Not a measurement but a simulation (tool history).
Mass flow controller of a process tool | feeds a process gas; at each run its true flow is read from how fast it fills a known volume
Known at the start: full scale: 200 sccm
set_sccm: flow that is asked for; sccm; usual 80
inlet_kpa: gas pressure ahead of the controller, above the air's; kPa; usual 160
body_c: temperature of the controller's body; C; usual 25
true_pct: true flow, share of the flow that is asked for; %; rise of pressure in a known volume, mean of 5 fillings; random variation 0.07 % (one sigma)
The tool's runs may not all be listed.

run 1 hour=0.0 | set_sccm=80 inlet_kpa=160 body_c=25 | true_pct=98.61
run 2 hour=45.1 | set_sccm=80 inlet_kpa=160 body_c=25 | true_pct=98.67
run 3 hour=79.8 | set_sccm=118 inlet_kpa=160 body_c=25 | true_pct=99.18
run 4 hour=146.1 | set_sccm=80 inlet_kpa=160 body_c=25 | true_pct=98.63
run 5 hour=223.6 | set_sccm=80 inlet_kpa=160 body_c=25 | true_pct=98.64
run 6 hour=287.2 | set_sccm=80 inlet_kpa=152 body_c=25 | true_pct=98.75
run 7 hour=341.2 | set_sccm=80 inlet_kpa=160 body_c=25 | true_pct=98.65
run 8 hour=415.1 | set_sccm=80 inlet_kpa=160 body_c=39 | true_pct=99.98
run 9 hour=482.2 | set_sccm=80 inlet_kpa=160 body_c=39 | true_pct=100.17
run 10 hour=516.0 | set_sccm=80 inlet_kpa=158 body_c=39 | true_pct=100.24
run 11 hour=561.8 | set_sccm=80 inlet_kpa=158 body_c=39 | true_pct=100.06
run 12 hour=636.9 | set_sccm=80 inlet_kpa=158 body_c=39 | true_pct=100.17
run 13 hour=674.0 | set_sccm=80 inlet_kpa=158 body_c=39 | true_pct=100.25
run 14 hour=708.7 | set_sccm=101 inlet_kpa=158 body_c=39 | true_pct=100.51
run 15 hour=768.8 | set_sccm=101 inlet_kpa=158 body_c=39 | true_pct=100.55
run 16 hour=832.1 | set_sccm=80 inlet_kpa=160 body_c=25 | true_pct=98.90
run 17 hour=906.6 | set_sccm=31 inlet_kpa=160 body_c=21 | true_pct=97.33
run 18 hour=962.5 | set_sccm=31 inlet_kpa=160 body_c=21 | true_pct=97.43
run 19 hour=1020.8 | set_sccm=43 inlet_kpa=246 body_c=30 | true_pct=98.82
run 20 hour=1056.3 | set_sccm=43 inlet_kpa=246 body_c=30 | true_pct=98.91
run 21 hour=1121.4 | set_sccm=107 inlet_kpa=243 body_c=25 | true_pct=99.55
run 22 hour=1155.4 | set_sccm=47 inlet_kpa=160 body_c=25 | true_pct=98.26
-- hour=1161.9 controller's zero set anew
run 23 hour=1224.3 | set_sccm=47 inlet_kpa=160 body_c=25 | true_pct=97.92
run 24 hour=1272.1 | set_sccm=142 inlet_kpa=168 body_c=38 | true_pct=101.32
run 25 hour=1324.6 | set_sccm=80 inlet_kpa=168 body_c=25 | true_pct=98.80
run 26 hour=1357.6 | set_sccm=35 inlet_kpa=163 body_c=21 | true_pct=97.16
run 27 hour=1401.7 | set_sccm=26 inlet_kpa=260 body_c=32 | true_pct=98.12
run 28 hour=1436.8 | set_sccm=26 inlet_kpa=260 body_c=32 | true_pct=98.00
run 29 hour=1497.5 | set_sccm=26 inlet_kpa=260 body_c=32 | true_pct=98.03
-- hour=1536.8 controller's zero set anew, once more
run 30 hour=1546.5 | set_sccm=193 inlet_kpa=250 body_c=24 | true_pct=101.17
run 31 hour=1595.2 | set_sccm=193 inlet_kpa=250 body_c=24 | true_pct=101.14
run 32 hour=1654.9 | set_sccm=106 inlet_kpa=160 body_c=33 | true_pct=100.49

Some steps in true_pct between neighbouring runs. How much of each would the tool show without its hidden state too (settings, what came in, random variation), and how much is left for the hidden state, with any gauge scatter that isn't in both results?
The hidden state here: flow at rest that the sensor doesn't see, % of full scale; true flow over the shown one, %; drift of the gauge itself on true_pct, %.
Run 23 -> 24: set_sccm 47 -> 142, inlet_kpa 160 -> 168, body_c 25 -> 38. true_pct +3.40 %: hidden state +0.52, all else +2.88.
Run 24 -> 25: set_sccm 142 -> 80, body_c 38 -> 25. true_pct -2.52 %: hidden state -0.18, all else -2.34.
Run 25 -> 26: set_sccm 80 -> 35, inlet_kpa 168 -> 163, body_c 25 -> 21. true_pct -1.64 %: hidden state -0.57, all else -1.07.
Run 29 -> 30: set_sccm 26 -> 193, inlet_kpa 260 -> 250, body_c 32 -> 24, controller's zero set anew, once more. true_pct +3.14 %: hidden state +1.42, all else +1.72.

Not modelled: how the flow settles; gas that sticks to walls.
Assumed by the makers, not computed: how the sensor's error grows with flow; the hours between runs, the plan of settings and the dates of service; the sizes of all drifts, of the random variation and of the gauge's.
